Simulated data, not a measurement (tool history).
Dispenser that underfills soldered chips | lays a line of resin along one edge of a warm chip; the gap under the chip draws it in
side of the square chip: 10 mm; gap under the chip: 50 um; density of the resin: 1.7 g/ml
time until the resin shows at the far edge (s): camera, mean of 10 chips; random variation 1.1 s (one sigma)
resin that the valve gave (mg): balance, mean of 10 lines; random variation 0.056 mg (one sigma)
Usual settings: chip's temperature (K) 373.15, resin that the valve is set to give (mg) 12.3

run    day  chip's temperature (K)  resin that the valve is set to give (mg)  time until the resin shows at the far edge (s)  resin that the valve gave (mg)
  1  0.000                  373.15                                      12.3                                           143.4                           12.14
  2  0.533                  373.15                                      12.3                                           140.2                           12.22
  3  1.079                  373.15                                      12.3                                           139.7                           12.06
  4  1.421                  376.15                                      12.3                                           104.3                           11.99
  5  1.704                  376.15                                      12.3                                           137.6                           11.76
  6  2.075                  376.15                                      12.3                                           116.4                           11.87
  7  2.329                  373.15                                      12.3                                           163.3                           11.94
  8  2.833                  373.15                                      12.3                                           153.4                           11.75
  9  3.333                  373.15                                      12.3                                           149.3                           11.69
 10  3.692                  359.15                                      12.3                                           178.2                           11.69
 11  3.958                  359.15                                      12.3                                           237.2                           11.67
 12  4.512                  359.15                                      12.3                                           228.9                           11.58
 13  4.762                  359.15                                      12.3                                           168.7                           11.49
 14  5.300                  387.15                                      14.6                                            77.6                           13.58
 15  5.775                  373.15                                      11.0                                           192.1                           10.28

Taken out of this log: 10 entries between the listed runs. Where each belongs, and how the hidden state differs across it:
Between runs 1 and 2: new syringe of resin (day 0.258)
  resin's viscosity, % of fresh resin's: 136.8 -> 131.5; dose that the valve gives, % of what is set: 99.01 -> 98.37; true chip temperature over the reading, C: -0.49 -> -0.53
  measured less the result without the state, time until the resin shows at the far edge (s): +40.2 -> +35.4; resin that the valve gave (mg): -0.12 -> -0.21
Between runs 2 and 3: new syringe of resin (day 0.821)
  resin's viscosity, % of fresh resin's: 131.5 -> 131.3; dose that the valve gives, % of what is set: 98.37 -> 97.75; true chip temperature over the reading, C: -0.53 -> -0.57
  measured less the result without the state, time until the resin shows at the far edge (s): +35.4 -> +35.2; resin that the valve gave (mg): -0.21 -> -0.28
Between runs 3 and 4: new syringe of resin (day 1.367)
  resin's viscosity, % of fresh resin's: 131.3 -> 106.2; dose that the valve gives, % of what is set: 97.75 -> 97.38; true chip temperature over the reading, C: -0.57 -> -0.59
  measured less the result without the state, time until the resin shows at the far edge (s): +35.2 -> +8.1; resin that the valve gave (mg): -0.28 -> -0.33
Between runs 5 and 6: new syringe of resin (day 1.912)
  resin's viscosity, % of fresh resin's: 141.1 -> 118.7; dose that the valve gives, % of what is set: 97.07 -> 96.59; true chip temperature over the reading, C: -0.61 -> -0.64
  measured less the result without the state, time until the resin shows at the far edge (s): +42.0 -> +20.6; resin that the valve gave (mg): -0.36 -> -0.42
Between runs 7 and 8: new syringe of resin (day 2.467)
  resin's viscosity, % of fresh resin's: 153.7 -> 142.9; dose that the valve gives, % of what is set: 96.33 -> 95.74; true chip temperature over the reading, C: -0.66 -> -0.7
  measured less the result without the state, time until the resin shows at the far edge (s): +59.7 -> +49.1; resin that the valve gave (mg): -0.45 -> -0.53
Between runs 8 and 9: new syringe of resin (day 3.012)
  resin's viscosity, % of fresh resin's: 142.9 -> 139.7; dose that the valve gives, % of what is set: 95.74 -> 95.15; true chip temperature over the reading, C: -0.7 -> -0.74
  measured less the result without the state, time until the resin shows at the far edge (s): +49.1 -> +45.6; resin that the valve gave (mg): -0.53 -> -0.60
Between runs 9 and 10: new syringe of resin (day 3.588)
  resin's viscosity, % of fresh resin's: 139.7 -> 112.6; dose that the valve gives, % of what is set: 95.15 -> 94.75; true chip temperature over the reading, C: -0.74 -> -0.76
  measured less the result without the state, time until the resin shows at the far edge (s): +45.6 -> +25.1; resin that the valve gave (mg): -0.60 -> -0.64
Between runs 11 and 12: new syringe of resin (day 4.158)
  resin's viscosity, % of fresh resin's: 147.1 -> 143.5; dose that the valve gives, % of what is set: 94.46 -> 93.88; true chip temperature over the reading, C: -0.78 -> -0.83
  measured less the result without the state, time until the resin shows at the far edge (s): +81.4 -> +75.3; resin that the valve gave (mg): -0.68 -> -0.75
Between runs 12 and 13: new syringe of resin (day 4.704)
  resin's viscosity, % of fresh resin's: 143.5 -> 105.3; dose that the valve gives, % of what is set: 93.88 -> 93.6; true chip temperature over the reading, C: -0.83 -> -0.85
  measured less the result without the state, time until the resin shows at the far edge (s): +75.3 -> +14.6; resin that the valve gave (mg): -0.75 -> -0.79
Between runs 13 and 14: new syringe of resin (day 5.258)
  dose that the valve gives, % of what is set: 93.6 -> 92.97; true chip temperature over the reading, C: -0.85 -> -0.89
  measured less the result without the state, time until the resin shows at the far edge (s): +14.6 -> +6.0; resin that the valve gave (mg): -0.79 -> -1.03

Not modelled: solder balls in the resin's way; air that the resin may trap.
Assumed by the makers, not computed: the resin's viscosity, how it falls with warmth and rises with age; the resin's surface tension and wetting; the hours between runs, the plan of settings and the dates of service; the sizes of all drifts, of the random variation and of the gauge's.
